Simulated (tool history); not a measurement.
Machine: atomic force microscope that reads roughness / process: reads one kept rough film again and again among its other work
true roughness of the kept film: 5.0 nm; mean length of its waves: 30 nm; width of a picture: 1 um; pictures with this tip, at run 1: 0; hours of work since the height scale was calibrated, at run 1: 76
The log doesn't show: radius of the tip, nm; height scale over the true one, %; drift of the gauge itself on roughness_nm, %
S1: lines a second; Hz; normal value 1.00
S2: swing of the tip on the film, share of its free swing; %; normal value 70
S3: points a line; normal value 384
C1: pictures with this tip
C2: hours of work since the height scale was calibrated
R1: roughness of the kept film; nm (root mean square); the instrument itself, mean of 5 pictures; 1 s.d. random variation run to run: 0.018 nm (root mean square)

{"run": 1, "day": 0.0, "S1": 1.0, "S2": 70, "S3": 384, "C1": 0, "C2": 76, "R1": 4.282}
{"run": 2, "day": 2.408, "S1": 1.0, "S2": 70, "S3": 384, "C1": 137, "C2": 119, "R1": 4.262}
{"run": 3, "day": 4.183, "S1": 1.0, "S2": 70, "S3": 481, "C1": 238, "C2": 150, "R1": 4.288}
{"day": 5.5, "done": "new tip fitted"}
{"run": 4, "day": 5.5, "S1": 1.0, "S2": 70, "S3": 481, "C1": 0, "C2": 173, "R1": 4.262}
{"run": 5, "day": 7.221, "S1": 1.0, "S2": 70, "S3": 384, "C1": 98, "C2": 203, "R1": 4.253}
{"run": 6, "day": 8.962, "S1": 1.0, "S2": 70, "S3": 384, "C1": 197, "C2": 234, "R1": 4.248}
{"day": 10.992, "done": "new tip fitted"}
{"run": 7, "day": 10.992, "S1": 1.0, "S2": 68, "S3": 384, "C1": 0, "C2": 269, "R1": 4.298}
{"run": 8, "day": 12.396, "S1": 1.0, "S2": 68, "S3": 384, "C1": 80, "C2": 294, "R1": 4.245}
{"run": 9, "day": 15.4, "S1": 1.0, "S2": 68, "S3": 384, "C1": 251, "C2": 347, "R1": 4.254}
{"day": 16.579, "done": "new tip fitted"}
{"run": 10, "day": 16.871, "S1": 1.0, "S2": 70, "S3": 542, "C1": 16, "C2": 372, "R1": 4.292}
{"run": 11, "day": 18.512, "S1": 1.0, "S2": 70, "S3": 261, "C1": 110, "C2": 401, "R1": 4.234}
{"run": 12, "day": 20.675, "S1": 3.67, "S2": 70, "S3": 384, "C1": 233, "C2": 439, "R1": 3.801}
{"day": 22.096, "done": "new tip fitted"}
{"run": 13, "day": 23.317, "S1": 1.0, "S2": 70, "S3": 384, "C1": 69, "C2": 485, "R1": 4.264}
{"run": 14, "day": 25.488, "S1": 1.23, "S2": 70, "S3": 384, "C1": 193, "C2": 523, "R1": 4.222}
{"day": 27.742, "done": "new tip fitted"}
{"run": 15, "day": 28.388, "S1": 1.23, "S2": 70, "S3": 384, "C1": 37, "C2": 574, "R1": 4.21}
{"run": 16, "day": 31.292, "S1": 1.23, "S2": 70, "S3": 384, "C1": 202, "C2": 625, "R1": 4.218}
{"run": 17, "day": 32.612, "S1": 1.23, "S2": 70, "S3": 384, "C1": 278, "C2": 649, "R1": 4.188}
{"day": 33.333, "done": "new tip fitted"}
{"run": 18, "day": 35.258, "S1": 1.23, "S2": 70, "S3": 384, "C1": 110, "C2": 695, "R1": 4.202}
{"run": 19, "day": 37.804, "S1": 3.63, "S2": 70, "S3": 384, "C1": 255, "C2": 740, "R1": 3.766}
{"day": 38.821, "done": "new tip fitted"}
{"run": 20, "day": 39.112, "S1": 3.63, "S2": 70, "S3": 384, "C1": 16, "C2": 762, "R1": 3.799}
{"run": 21, "day": 41.925, "S1": 1.0, "S2": 73, "S3": 384, "C1": 177, "C2": 812, "R1": 4.19}
{"day": 44.3, "done": "new tip fitted"}
{"run": 22, "day": 44.804, "S1": 1.62, "S2": 73, "S3": 286, "C1": 28, "C2": 862, "R1": 4.055}
{"run": 23, "day": 46.729, "S1": 1.85, "S2": 70, "S3": 384, "C1": 138, "C2": 896, "R1": 4.125}
{"run": 24, "day": 48.588, "S1": 2.12, "S2": 70, "S3": 384, "C1": 244, "C2": 929, "R1": 4.004}
{"day": 49.733, "done": "new tip fitted"}
{"run": 25, "day": 51.433, "S1": 1.32, "S2": 70, "S3": 384, "C1": 97, "C2": 979, "R1": 4.196}
{"day": 52.95, "done": "height scale calibrated on a step standard"}
{"run": 26, "day": 53.304, "S1": 1.0, "S2": 70, "S3": 538, "C1": 201, "C2": 6, "R1": 4.251}
{"run": 27, "day": 54.921, "S1": 0.52, "S2": 55, "S3": 384, "C1": 293, "C2": 35, "R1": 4.41}
{"day": 55.375, "done": "new tip fitted"}
{"run": 28, "day": 56.675, "S1": 0.52, "S2": 55, "S3": 384, "C1": 74, "C2": 65, "R1": 4.423}
{"run": 29, "day": 59.758, "S1": 1.0, "S2": 70, "S3": 1008, "C1": 249, "C2": 119, "R1": 4.3}
{"day": 60.942, "done": "new tip fitted"}
{"run": 30, "day": 62.329, "S1": 1.89, "S2": 64, "S3": 601, "C1": 79, "C2": 164, "R1": 4.207}
{"run": 31, "day": 64.025, "S1": 3.96, "S2": 77, "S3": 384, "C1": 175, "C2": 194, "R1": 3.478}
{"run": 32, "day": 66.283, "S1": 3.96, "S2": 77, "S3": 384, "C1": 304, "C2": 234, "R1": 3.449}
{"day": 66.521, "done": "new tip fitted"}
{"run": 33, "day": 69.279, "S1": 3.96, "S2": 77, "S3": 384, "C1": 157, "C2": 286, "R1": 3.482}
{"run": 34, "day": 70.612, "S1": 3.96, "S2": 77, "S3": 384, "C1": 233, "C2": 310, "R1": 3.462}
{"day": 71.967, "done": "new tip fitted"}
{"run": 35, "day": 72.188, "S1": 2.99, "S2": 85, "S3": 308, "C1": 13, "C2": 337, "R1": 3.361}
{"run": 36, "day": 74.575, "S1": 3.95, "S2": 77, "S3": 956, "C1": 149, "C2": 379, "R1": 3.482}
{"run": 37, "day": 77.088, "S1": 1.2, "S2": 61, "S3": 259, "C1": 292, "C2": 424, "R1": 4.265}
{"day": 77.608, "done": "new tip fitted"}
{"run": 38, "day": 79.175, "S1": 1.2, "S2": 61, "S3": 259, "C1": 90, "C2": 460, "R1": 4.279}
{"run": 39, "day": 82.262, "S1": 2.47, "S2": 66, "S3": 272, "C1": 265, "C2": 514, "R1": 4.025}
{"day": 83.146, "done": "new tip fitted"}
{"run": 40, "day": 84.608, "S1": 1.34, "S2": 69, "S3": 403, "C1": 83, "C2": 555, "R1": 4.201}
{"run": 41, "day": 86.917, "S1": 0.59, "S2": 60, "S3": 384, "C1": 214, "C2": 596, "R1": 4.384}
{"day": 88.6, "done": "new tip fitted"}
{"run": 42, "day": 89.588, "S1": 2.56, "S2": 56, "S3": 449, "C1": 56, "C2": 643, "R1": 4.246}

5 options for the next run, each taken on its own from the tool as it stands now. Forecast them:
{"run": "A", "day": 92.438, "S1": 1.22, "S2": 59, "S3": 573, "C1": 219, "C2": 693, "R1": "?"}
{"run": "B", "day": 92.438, "S1": 2.56, "S2": 58, "S3": 1009, "C1": 219, "C2": 693, "R1": "?"}
{"run": "C", "day": 92.438, "S1": 3.29, "S2": 70, "S3": 400, "C1": 219, "C2": 693, "R1": "?"}
{"run": "D", "day": 92.438, "S1": 1.0, "S2": 70, "S3": 900, "C1": 219, "C2": 693, "R1": "?"}
{"run": "E", "day": 92.438, "S1": 1.0, "S2": 70, "S3": 528, "C1": 219, "C2": 693, "R1": "?"}

run=A R1=4.354
run=B R1=4.234
run=C R1=3.858
run=D R1=4.265
run=E R1=4.257
With the hidden condition removed and each run's random variation left untouched, the same runs would have given:
run=A R1=4.370
run=B R1=4.250
run=C R1=3.872
run=D R1=4.281
run=E R1=4.273
